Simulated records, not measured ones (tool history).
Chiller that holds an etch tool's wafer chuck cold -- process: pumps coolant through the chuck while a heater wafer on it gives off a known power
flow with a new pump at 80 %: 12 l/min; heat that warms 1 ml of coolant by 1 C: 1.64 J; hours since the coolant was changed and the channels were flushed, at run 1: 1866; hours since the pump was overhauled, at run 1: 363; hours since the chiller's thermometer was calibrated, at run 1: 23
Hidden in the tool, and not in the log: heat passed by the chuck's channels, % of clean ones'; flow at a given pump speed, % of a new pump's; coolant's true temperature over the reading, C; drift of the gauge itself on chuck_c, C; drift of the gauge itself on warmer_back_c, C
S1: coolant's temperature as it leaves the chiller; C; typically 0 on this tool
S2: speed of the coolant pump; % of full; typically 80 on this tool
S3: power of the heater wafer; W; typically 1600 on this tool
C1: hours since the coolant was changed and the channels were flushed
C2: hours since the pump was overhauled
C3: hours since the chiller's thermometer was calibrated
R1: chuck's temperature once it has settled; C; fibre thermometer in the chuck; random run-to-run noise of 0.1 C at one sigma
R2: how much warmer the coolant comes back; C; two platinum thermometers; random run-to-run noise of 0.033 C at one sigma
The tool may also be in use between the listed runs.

run    hour  S1  S2    S3    C1    C2    C3    R1    R2
  1       0   0  80  1600  1866   363    23  17.4  4.94
  2    41.9   0  63  1600  1907   405    65  20.9  6.53
  3    80.6   0  63  1600  1946   443   104  20.8   6.5
  4   126.9   0  63  1600  1992   490   150  20.9  6.52
  5   151.7   0  63  1600  2017   514   175  20.9   6.5
  6   183.5   0  80  2267  2049   546   207    25  6.89
  7   225.7   0  80  2267  2091   588   249  24.9  6.98
  8   250.1   0  80  2267  2116   613   274    25  7.01
  9   292.9   0  80  2267  2158   656   316  25.1  6.95
 10   331.9   0  80  2267  2197   695   355  24.9  6.99
 11     358   0  80  2267  2224   721   381  24.9  6.99
 12   406.7   0  73  1600  2272   769   430  18.8  5.52
 13   448.4   0  73  1600  2314   811   472  18.9  5.53
 14   491.4   0  80  1600  2357   854   515  17.7  4.93
 15   522.5   0  80  1600  2388   885   546  17.8  4.95
 16   546.4   0  84  1600  2412   909   570  17.2  4.67
 17   578.8   0  80  1985  2444   942   602  22.1  6.16
 18   606.6   0  80  1985  2472   969   630  22.1  6.11
 19   636.7   3  80  1360  2502   999   660  18.2  4.18
 20   664.1   8  73  1042  2530  1027   687  20.4  3.59
 21   713.4   0  60  2261  2579  1076   737    31  9.69
 22   745.3   6  62   942  2611  1108   769  18.7  3.87
 23     773   6  62   942  2639  1136   796  18.8  3.92
 24   807.8   6  62   942  2673  1171   831  18.6  3.91
 25   845.9   0  69  1600  2711  1209   869    20  5.91
 26   878.2   6  69  1600  2744  1241   902  26.1  5.79
 27   904.7   2  80   974  2770  1267   928  12.9     3
 28   937.1   0  69  2006  2803  1300   961  25.1   7.4
 29   979.9   6  79  1527  2845  1343  1003  23.2  4.81
 30  1020.4   6  79  1527  2886  1383  1044  23.3  4.78
 31  1058.6  -7  68  1000  2924  1421  1082   5.6  3.74

A few steps of R1 between consecutive runs. Split each: what settings, incoming material and random variation would produce without the hidden state, and what is left over for the hidden state, along with gauge scatter present in only one of the two compared results (measured, and without hidden state):
Run 20 -> 21: S1 8 -> 0, S2 73 -> 60, S3 1042 -> 2261. R1 +10.6 C: hidden state +0.8, all else +9.8.
Run 21 -> 22: S1 0 -> 6, S2 60 -> 62, S3 2261 -> 942. R1 -12.3 C: hidden state -0.8, all else -11.5.
Run 26 -> 27: S1 6 -> 2, S2 69 -> 80, S3 1600 -> 974. R1 -13.2 C: hidden state -0.4, all else -12.8.
Run 27 -> 28: S1 2 -> 0, S2 80 -> 69, S3 974 -> 2006. R1 +12.2 C: hidden state +0.7, all else +11.5.
Run 30 -> 31: S1 6 -> -7, S2 79 -> 68, S3 1527 -> 1000. R1 -17.7 C: hidden state -0.2, all else -17.5.
